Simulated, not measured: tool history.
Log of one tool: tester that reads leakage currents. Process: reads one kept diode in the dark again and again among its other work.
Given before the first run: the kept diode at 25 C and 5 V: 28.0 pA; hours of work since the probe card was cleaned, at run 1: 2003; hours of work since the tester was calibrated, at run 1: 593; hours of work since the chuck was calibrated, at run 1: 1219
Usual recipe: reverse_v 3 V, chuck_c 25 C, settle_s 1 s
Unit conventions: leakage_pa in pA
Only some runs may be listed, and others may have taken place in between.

run,day,reverse_v,chuck_c,settle_s,hours of work since the probe card was cleaned,hours of work since the tester was calibrated,hours of work since the chuck was calibrated,leakage_pa
1,0,3,25,1,2003,593,1219,22.03
2,0.75,3,25,1,2014,604,1230,21.83
# day 1.746: probe card cleaned and baked
3,2.388,3,25,1,10,626,1253,20.15
4,3.862,3,25,2.26,32,648,1275,19.62
5,5.25,1.35,25,2.26,52,669,1295,12.67
6,6.146,5.72,25,1,65,682,1309,29.07
7,7.446,3,44,1,85,701,1328,88.27
8,8.104,3,25,1,95,711,1338,20.29
9,8.992,3,25,1,108,724,1351,20.04
10,9.742,3,25,1,119,736,1362,20.05
11,11.283,3,25,1,142,759,1385,19.96
# day 12.662: chuck's temperature calibrated
12,12.662,3,25,1,161,778,0,22.28
13,13.658,3,38,1,176,793,15,61.83
14,14.921,3,25,1,195,811,34,22.5
15,16.417,3,25,0.51,217,834,56,23.6
16,17.608,6.4,25,0.51,235,851,74,36.76
17,18.992,6.4,25,0.51,255,872,94,36.77
18,20.554,6.4,25,0.51,279,895,117,36.26
19,21.779,3,29,1,297,913,136,30.51
20,23.121,2.39,25,1,317,933,156,19.46
21,23.783,2.39,25,1,327,943,165,19.52

Run 22 is up next; what results do you expect?
22,25.342,4.64,47,6.17,350,966,189,?

{"run 22": {"leakage_pa": 150.27}}
Without the tool's hidden state the same run would have given leakage_pa 152.86 pA.
